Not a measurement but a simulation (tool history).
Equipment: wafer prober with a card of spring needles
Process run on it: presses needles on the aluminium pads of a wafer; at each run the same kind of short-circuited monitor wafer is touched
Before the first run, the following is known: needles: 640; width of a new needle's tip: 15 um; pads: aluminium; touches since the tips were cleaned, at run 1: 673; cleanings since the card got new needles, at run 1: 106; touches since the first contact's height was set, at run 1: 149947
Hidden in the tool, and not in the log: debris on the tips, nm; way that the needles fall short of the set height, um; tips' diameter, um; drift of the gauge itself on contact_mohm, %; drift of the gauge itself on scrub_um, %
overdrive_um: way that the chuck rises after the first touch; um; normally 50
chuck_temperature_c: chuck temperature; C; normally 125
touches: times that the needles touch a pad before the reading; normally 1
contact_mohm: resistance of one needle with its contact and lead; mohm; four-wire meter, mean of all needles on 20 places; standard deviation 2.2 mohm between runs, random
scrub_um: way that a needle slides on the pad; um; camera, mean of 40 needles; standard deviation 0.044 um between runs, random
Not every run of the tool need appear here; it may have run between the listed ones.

run,hour,overdrive_um,chuck_temperature_c,touches,touches since the tips were cleaned,cleanings since the card got new needles,touches since the first contact's height was set,contact_mohm,scrub_um
1,0,50,125,1,673,106,149947,261,12.82
# hour 5.3: tips cleaned on abrasive film
2,10.3,50,125,1,2474,107,154985,311,12.76
# hour 11.8: tips cleaned on abrasive film
# hour 19: tips cleaned on abrasive film
3,24.9,50,125,1,2873,109,162034,293,12.64
# hour 26: tips cleaned on abrasive film
# hour 32.3: tips cleaned on abrasive film
# hour 40.1: tips cleaned on abrasive film
4,41.6,37,125,1,749,112,170094,285,9.13
# hour 46.7: tips cleaned on abrasive film
5,50.8,37,125,1,2023,113,174577,329,9.19
# hour 53: tips cleaned on abrasive film
# hour 58.3: tips cleaned on abrasive film, once more
# hour 65.3: tips cleaned on abrasive film
6,68.6,37,125,1,1618,116,183164,309,9.1
# hour 72.4: tips cleaned on abrasive film
# hour 79.1: tips cleaned on abrasive film
7,85.2,37,125,1,2996,118,191255,339,9.14
# hour 86.4: tips cleaned on abrasive film
# hour 89.4: height of the first contact set anew
# hour 93.6: tips cleaned on abrasive film
8,95.7,50,125,1,997,120,3032,266,13.52
# hour 100.9: tips cleaned on abrasive film
9,106.1,50,125,2,2577,121,8111,270,13.49
# hour 107.7: tips cleaned on abrasive film
# hour 115.4: tips cleaned on abrasive film
10,116.4,50,125,2,475,123,13080,255,13.48
# hour 123.1: tips cleaned on abrasive film
# hour 130.1: tips cleaned on abrasive film
11,130.1,61,125,1,0,125,19730,247,16.46
# hour 136.6: tips cleaned on abrasive film
# hour 143: tips cleaned on abrasive film
12,147.4,61,125,1,2143,127,28122,267,16.33
# hour 150.3: tips cleaned on abrasive film
# hour 156.8: tips cleaned on abrasive film
13,161.3,61,60,1,2221,129,34877,257,16.34
# hour 164: tips cleaned on abrasive film
# hour 170.4: tips cleaned on abrasive film
14,174,61,60,1,1766,131,40987,251,16.25
# hour 177.4: tips cleaned on abrasive film
# hour 184.2: tips cleaned on abrasive film
15,187.4,61,60,1,1582,133,47489,246,16.27
# hour 191.1: tips cleaned on abrasive film
16,196.5,50,103,1,2693,134,51937,281,13.26
# hour 198.1: tips cleaned on abrasive film
# hour 204.4: tips cleaned on abrasive film
# hour 211.5: tips cleaned on abrasive film
17,213,69,125,1,765,137,59895,255,18.47
# hour 217.9: tips cleaned on abrasive film
# hour 224.3: tips cleaned on abrasive film
# hour 231: tips cleaned on abrasive film
18,231.6,64,83,1,255,140,68860,241,17.09
# hour 238: tips cleaned on abrasive film
19,243.7,64,83,1,2806,141,74769,261,16.93
# hour 245.2: tips cleaned on abrasive film
# hour 252.1: tips cleaned on abrasive film
20,256.6,61,101,1,2239,143,81043,261,16.13
# hour 259.5: tips cleaned on abrasive film
# hour 266.2: tips cleaned on abrasive film
21,271.7,30,31,2,2700,145,88354,307,7.75
# hour 273.3: tips cleaned on abrasive film
# hour 280: tips cleaned on abrasive film
# hour 286.4: tips cleaned on abrasive film
22,286.4,42,125,1,0,148,95413,262,10.89
# hour 293.4: tips cleaned on abrasive film
# hour 300.8: tips cleaned on abrasive film
23,304.4,36,125,1,1763,150,104166,310,9.22
# hour 308.5: tips cleaned on abrasive film
# hour 315.9: tips cleaned on abrasive film
# hour 322.5: tips cleaned on abrasive film
24,323.5,50,31,3,521,153,113455,230,13.07
# hour 329.4: tips cleaned on abrasive film
# hour 336: tips cleaned on abrasive film
25,339.6,31,55,1,1754,155,121256,322,7.83
# hour 342.7: tips cleaned on abrasive film
26,347.5,42,42,3,2346,156,125089,259,10.76
# hour 349.1: tips cleaned on abrasive film
# hour 356.2: tips cleaned on abrasive film
# hour 362.7: tips cleaned on abrasive film
27,365.9,50,33,3,1572,159,133973,239,12.93
# hour 369.2: tips cleaned on abrasive film
# hour 375.6: tips cleaned on abrasive film
# hour 382.3: tips cleaned on abrasive film
28,384.6,50,33,3,1134,162,143053,241,12.84
# hour 389.2: tips cleaned on abrasive film
# hour 395.8: tips cleaned on abrasive film
# hour 402.2: tips cleaned on abrasive film
29,403.6,34,25,2,700,165,152250,262,8.58
# hour 409.7: tips cleaned on abrasive film
# hour 416.7: tips cleaned on abrasive film
30,422.7,48,115,3,2947,167,161501,266,12.37

3 options for the next run, each taken on its own from the tool as it stands now. Forecast them:
# hour 424.3: tips cleaned on abrasive film
# hour 431.3: tips cleaned on abrasive film
# hour 437.6: tips cleaned on abrasive film
A,439,31,33,2,649,170,169367,?,?
# hour 424.3: tips cleaned on abrasive film
# hour 431.3: tips cleaned on abrasive film
# hour 437.6: tips cleaned on abrasive film
B,439,39,115,2,649,170,169367,?,?
# hour 424.3: tips cleaned on abrasive film
# hour 431.3: tips cleaned on abrasive film
# hour 437.6: tips cleaned on abrasive film
C,439,63,26,2,649,170,169367,?,?

run,contact_mohm,scrub_um
A,266,7.72
B,271,9.82
C,226,16.35
What these runs would have given with no unlogged condition in the tool:
run,contact_mohm,scrub_um
A,234,8.41
B,251,10.5
C,217,17.04

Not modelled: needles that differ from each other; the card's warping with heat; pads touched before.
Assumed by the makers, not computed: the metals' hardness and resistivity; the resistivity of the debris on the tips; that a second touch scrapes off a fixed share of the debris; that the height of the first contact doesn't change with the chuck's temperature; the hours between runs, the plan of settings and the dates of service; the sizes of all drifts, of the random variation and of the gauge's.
